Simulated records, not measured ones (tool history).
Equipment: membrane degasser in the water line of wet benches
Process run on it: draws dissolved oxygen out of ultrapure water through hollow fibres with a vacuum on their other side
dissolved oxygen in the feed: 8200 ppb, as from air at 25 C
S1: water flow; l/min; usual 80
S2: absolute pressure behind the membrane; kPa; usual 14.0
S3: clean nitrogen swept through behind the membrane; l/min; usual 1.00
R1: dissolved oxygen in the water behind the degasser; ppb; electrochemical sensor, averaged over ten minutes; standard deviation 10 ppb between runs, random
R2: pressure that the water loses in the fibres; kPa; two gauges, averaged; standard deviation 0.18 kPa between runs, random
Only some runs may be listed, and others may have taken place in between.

| run | hour | S1 | S2 | S3 | R1 | R2 |
|---|---|---|---|---|---|---|
| 1 | 0.0 | 80 | 14.0 | 1.00 | 1333.5 | 35.25 |
|  | 107.7 | seals of the vacuum lines changed |
| 2 | 148.2 | 80 | 14.0 | 1.00 | 1319.2 | 35.02 |
| 3 | 406.3 | 80 | 14.0 | 1.00 | 1347.1 | 35.09 |
| 4 | 550.5 | 80 | 14.0 | 1.00 | 1339.9 | 35.14 |
| 5 | 802.8 | 80 | 14.0 | 1.00 | 1349.9 | 35.25 |
|  | 827.5 | vacuum gauge calibrated |
| 6 | 1081.6 | 80 | 14.0 | 1.00 | 1373.2 | 35.19 |
| 7 | 1323.5 | 80 | 14.0 | 1.00 | 1360.5 | 35.82 |
| 8 | 1526.5 | 80 | 14.0 | 1.00 | 1354.9 | 35.73 |
| 9 | 1808.5 | 80 | 21.3 | 1.00 | 2085.1 | 35.23 |
| 10 | 2057.3 | 80 | 21.3 | 1.00 | 2050.3 | 35.83 |
| 11 | 2195.8 | 80 | 21.3 | 1.00 | 2057.6 | 36.00 |
|  | 2241.5 | vacuum gauge calibrated, once more |
| 12 | 2335.9 | 96 | 14.0 | 2.00 | 948.6 | 43.20 |
| 13 | 2584.7 | 96 | 11.6 | 0.72 | 1419.7 | 43.31 |

Difference, measured minus no-hidden-state, one row per run. Run-to-run variation is common to both terms; the gauge's own scatter need not be:
Hidden state at play: membrane still open, %; true pressure behind the membrane over the reading, kPa; air that leaks in behind the membrane, l/min; drift of the gauge itself on oxygen_ppb, %; drift of the gauge itself on loss_of_pressure_kpa, %.
| run | R1 | R2 |
|---|---|---|
| 1 | +28.2 | +0.42 |
| 2 | +35.9 | +0.47 |
| 3 | +39.4 | +0.57 |
| 4 | +40.6 | +0.61 |
| 5 | +43.4 | +0.72 |
| 6 | +67.1 | +0.82 |
| 7 | +68.9 | +0.91 |
| 8 | +70.6 | +0.99 |
| 9 | +63.0 | +1.09 |
| 10 | +63.8 | +1.19 |
| 11 | +65.1 | +1.25 |
| 12 | +7.4 | +1.55 |
| 13 | +5.6 | +1.68 |
